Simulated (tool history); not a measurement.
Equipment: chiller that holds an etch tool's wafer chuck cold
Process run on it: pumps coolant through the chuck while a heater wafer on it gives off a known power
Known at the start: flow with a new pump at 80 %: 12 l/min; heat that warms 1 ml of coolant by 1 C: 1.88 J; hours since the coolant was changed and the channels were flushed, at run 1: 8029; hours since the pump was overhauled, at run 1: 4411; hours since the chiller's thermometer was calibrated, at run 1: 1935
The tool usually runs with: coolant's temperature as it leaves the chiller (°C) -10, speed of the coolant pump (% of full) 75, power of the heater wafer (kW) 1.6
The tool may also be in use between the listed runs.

| run | hour | coolant's temperature as it leaves the chiller (°C) | speed of the coolant pump (% of full) | power of the heater wafer (kW) | hours since the coolant was changed and the channels were flushed | hours since the pump was overhauled | hours since the chiller's thermometer was calibrated | chuck's temperature once it has settled (°C) | how much warmer the coolant comes back (C) |
|---|---|---|---|---|---|---|---|---|---|
| 1 | 0 | -10 | 75 | 1.6 | 8029 | 4411 | 1935 | 8.9 | 4.66 |
| 2 | 99.7 | -10 | 96 | 1.6 | 8129 | 4510 | 2035 | 6.1 | 3.68 |
| 3 | 194 | -10 | 96 | 1.6 | 8223 | 4605 | 2129 | 6 | 3.71 |
| 4 | 238.6 | -10 | 96 | 1.6 | 8268 | 4649 | 2174 | 6.2 | 3.69 |
| 5 | 341.2 | -10 | 96 | 1.6 | 8371 | 4752 | 2277 | 6.4 | 3.68 |
| 6 | 411.3 | -10 | 96 | 1.6 | 8441 | 4822 | 2347 | 6.2 | 3.72 |
| 7 | 520.8 | -10 | 96 | 1.6 | 8550 | 4931 | 2456 | 6.1 | 3.72 |
| 8 | 608.1 | -10 | 96 | 1.6 | 8637 | 5019 | 2544 | 6.2 | 3.72 |
| 9 | 709.3 | -10 | 77 | 1.6 | 8739 | 5120 | 2645 | 8.8 | 4.59 |
| 10 | 775.8 | -10 | 77 | 1.6 | 8805 | 5186 | 2711 | 8.9 | 4.57 |
| 11 | 872.2 | -1 | 77 | 1.6 | 8902 | 5283 | 2808 | 18 | 4.56 |
| 12 | 978.5 | -1 | 77 | 1.6 | 9008 | 5389 | 2914 | 18.1 | 4.57 |
| 13 | 1024.5 | -1 | 77 | 1.6 | 9054 | 5435 | 2960 | 18.2 | 4.55 |
| 14 | 1086.8 | -1 | 77 | 1.6 | 9116 | 5497 | 3022 | 18.2 | 4.57 |
|  | 1124.9 | chiller's thermometer calibrated |
| 15 | 1181.9 | -10 | 75 | 1.829 | 9210 | 5592 | 57 | 12.8 | 5.39 |
|  | 1236.2 | coolant changed, channels flushed |
| 16 | 1236.3 | -10 | 75 | 1.674 | 0 | 5640 | 105 | 7.1 | 4.91 |
| 17 | 1330.9 | -5 | 75 | 0.887 | 95 | 5734 | 200 | 3.8 | 2.64 |
| 18 | 1417.8 | -6 | 92 | 0.887 | 182 | 5821 | 287 | 2 | 2.2 |
| 19 | 1501.8 | -20 | 84 | 2.258 | 266 | 5905 | 371 | 1.6 | 6 |
| 20 | 1581 | -4 | 70 | 1.32 | 345 | 5985 | 450 | 10.3 | 4.16 |
| 21 | 1632.8 | -10 | 74 | 1.899 | 397 | 6036 | 502 | 9.7 | 5.67 |
| 22 | 1683.6 | -9 | 91 | 2.191 | 447 | 6087 | 553 | 10.8 | 5.37 |
| 23 | 1774.1 | -5 | 75 | 1.141 | 538 | 6178 | 643 | 6.6 | 3.37 |
| 24 | 1851.1 | -8 | 75 | 1.6 | 615 | 6255 | 720 | 8.5 | 4.74 |
| 25 | 1951.2 | -16 | 90 | 1.18 | 715 | 6355 | 820 | -5.3 | 2.98 |
| 26 | 2040 | -16 | 90 | 1.18 | 804 | 6444 | 909 | -5.2 | 2.95 |
| 27 | 2147 | -3 | 73 | 1.47 | 911 | 6551 | 1016 | 12.5 | 4.5 |
| 28 | 2205.3 | -3 | 73 | 1.47 | 969 | 6609 | 1074 | 12.4 | 4.46 |
| 29 | 2310.9 | -8 | 95 | 1.337 | 1075 | 6715 | 1180 | 3.6 | 3.16 |
| 30 | 2389.2 | -8 | 75 | 0.923 | 1153 | 6793 | 1258 | 1.4 | 2.79 |
| 31 | 2437.2 | -8 | 75 | 0.923 | 1201 | 6841 | 1306 | 1.5 | 2.76 |
| 32 | 2513.9 | -4 | 82 | 0.889 | 1278 | 6918 | 1383 | 4.7 | 2.41 |

How the hidden state differs across the entries between the runs, from the last listed run before each to the first after it:
Run 14 -> run 15: chiller's thermometer calibrated (hour 1124.9)
  heat passed by the chuck's channels, % of clean ones': 79 -> 78.8; coolant's true temperature over the reading, C: -0.42 -> 0.03
  measured less the result without the state, chuck's temperature once it has settled (°C): +3.6 -> +4.8; how much warmer the coolant comes back (C): +0.18 -> +0.22
Run 15 -> run 16: coolant changed, channels flushed (hour 1236.2)
  heat passed by the chuck's channels, % of clean ones': 78.8 -> 99.1; flow at a given pump speed, % of a new pump's: 96 -> 95.9; coolant's true temperature over the reading, C: 0.03 -> 0.02
  measured less the result without the state, chuck's temperature once it has settled (°C): +4.8 -> +0.7; how much warmer the coolant comes back (C): +0.22 -> +0.2
